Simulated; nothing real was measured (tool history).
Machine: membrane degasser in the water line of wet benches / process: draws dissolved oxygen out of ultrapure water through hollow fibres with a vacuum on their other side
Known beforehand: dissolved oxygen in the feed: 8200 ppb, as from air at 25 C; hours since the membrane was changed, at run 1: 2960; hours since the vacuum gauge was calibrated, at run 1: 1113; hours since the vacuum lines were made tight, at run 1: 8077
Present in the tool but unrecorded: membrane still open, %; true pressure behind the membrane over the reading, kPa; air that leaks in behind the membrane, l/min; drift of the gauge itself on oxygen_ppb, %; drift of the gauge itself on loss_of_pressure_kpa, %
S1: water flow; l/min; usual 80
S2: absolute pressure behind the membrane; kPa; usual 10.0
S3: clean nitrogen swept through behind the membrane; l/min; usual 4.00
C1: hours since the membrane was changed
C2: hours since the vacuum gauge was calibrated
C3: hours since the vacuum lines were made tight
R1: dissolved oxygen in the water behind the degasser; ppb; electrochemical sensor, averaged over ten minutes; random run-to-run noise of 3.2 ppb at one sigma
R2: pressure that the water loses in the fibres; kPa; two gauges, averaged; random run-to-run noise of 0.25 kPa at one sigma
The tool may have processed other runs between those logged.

{"run": 1, "hour": 0.0, "S1": 80, "S2": 10.0, "S3": 4.0, "C1": 2960, "C2": 1113, "C3": 8077, "R1": 316.0, "R2": 68.47}
{"run": 2, "hour": 86.5, "S1": 116, "S2": 10.0, "S3": 4.0, "C1": 3046, "C2": 1200, "C3": 8164, "R1": 447.3, "R2": 98.79}
{"run": 3, "hour": 176.3, "S1": 116, "S2": 10.0, "S3": 4.0, "C1": 3136, "C2": 1290, "C3": 8254, "R1": 442.3, "R2": 98.91}
{"run": 4, "hour": 265.1, "S1": 116, "S2": 10.0, "S3": 4.0, "C1": 3225, "C2": 1378, "C3": 8343, "R1": 445.3, "R2": 98.94}
{"run": 5, "hour": 386.4, "S1": 80, "S2": 10.0, "S3": 4.0, "C1": 3346, "C2": 1500, "C3": 8464, "R1": 315.5, "R2": 68.52}
{"run": 6, "hour": 578.6, "S1": 80, "S2": 10.0, "S3": 4.0, "C1": 3538, "C2": 1692, "C3": 8656, "R1": 312.9, "R2": 68.46}
{"hour": 640.9, "done": "seals of the vacuum lines changed"}
{"run": 7, "hour": 776.6, "S1": 80, "S2": 10.0, "S3": 4.0, "C1": 3734, "C2": 1888, "C3": 136, "R1": 315.2, "R2": 68.55}
{"run": 8, "hour": 862.6, "S1": 80, "S2": 10.0, "S3": 4.0, "C1": 3820, "C2": 1974, "C3": 222, "R1": 323.0, "R2": 68.4}
{"run": 9, "hour": 1054.9, "S1": 80, "S2": 10.0, "S3": 4.0, "C1": 4013, "C2": 2166, "C3": 414, "R1": 320.8, "R2": 68.61}
{"run": 10, "hour": 1156.9, "S1": 65, "S2": 10.0, "S3": 4.0, "C1": 4115, "C2": 2268, "C3": 516, "R1": 262.0, "R2": 55.72}
{"run": 11, "hour": 1255.6, "S1": 65, "S2": 10.0, "S3": 4.0, "C1": 4214, "C2": 2367, "C3": 615, "R1": 262.4, "R2": 55.94}
{"run": 12, "hour": 1370.5, "S1": 61, "S2": 10.0, "S3": 8.4, "C1": 4328, "C2": 2482, "C3": 730, "R1": 132.1, "R2": 52.17}
{"run": 13, "hour": 1559.5, "S1": 80, "S2": 14.0, "S3": 4.0, "C1": 4517, "C2": 2671, "C3": 919, "R1": 485.5, "R2": 68.6}
{"run": 14, "hour": 1703.7, "S1": 80, "S2": 10.0, "S3": 5.59, "C1": 4662, "C2": 2815, "C3": 1063, "R1": 241.9, "R2": 69.0}
{"run": 15, "hour": 1818.2, "S1": 123, "S2": 14.6, "S3": 10.09, "C1": 4776, "C2": 2929, "C3": 1177, "R1": 366.0, "R2": 105.51}
{"run": 16, "hour": 1979.7, "S1": 63, "S2": 8.1, "S3": 3.5, "C1": 4938, "C2": 3091, "C3": 1339, "R1": 209.0, "R2": 54.44}
{"run": 17, "hour": 2155.7, "S1": 80, "S2": 17.5, "S3": 4.0, "C1": 5114, "C2": 3267, "C3": 1515, "R1": 621.9, "R2": 68.54}
{"run": 18, "hour": 2300.2, "S1": 55, "S2": 11.7, "S3": 4.0, "C1": 5258, "C2": 3411, "C3": 1659, "R1": 279.5, "R2": 47.47}
{"run": 19, "hour": 2404.6, "S1": 87, "S2": 11.7, "S3": 4.0, "C1": 5362, "C2": 3516, "C3": 1764, "R1": 417.1, "R2": 75.24}
{"run": 20, "hour": 2524.6, "S1": 87, "S2": 11.7, "S3": 4.0, "C1": 5482, "C2": 3636, "C3": 1884, "R1": 422.2, "R2": 75.29}

What will run 21 give?
{"run": 21, "hour": 2615.1, "S1": 95, "S2": 7.8, "S3": 4.0, "C1": 5573, "C2": 3726, "C3": 1974, "R1": "?", "R2": "?"}

{"run 21": {"R1": 274.9, "R2": 82.02}}
With no hidden state in the tool, this same run would have given R1 266.0 ppb, R2 80.17 kPa.

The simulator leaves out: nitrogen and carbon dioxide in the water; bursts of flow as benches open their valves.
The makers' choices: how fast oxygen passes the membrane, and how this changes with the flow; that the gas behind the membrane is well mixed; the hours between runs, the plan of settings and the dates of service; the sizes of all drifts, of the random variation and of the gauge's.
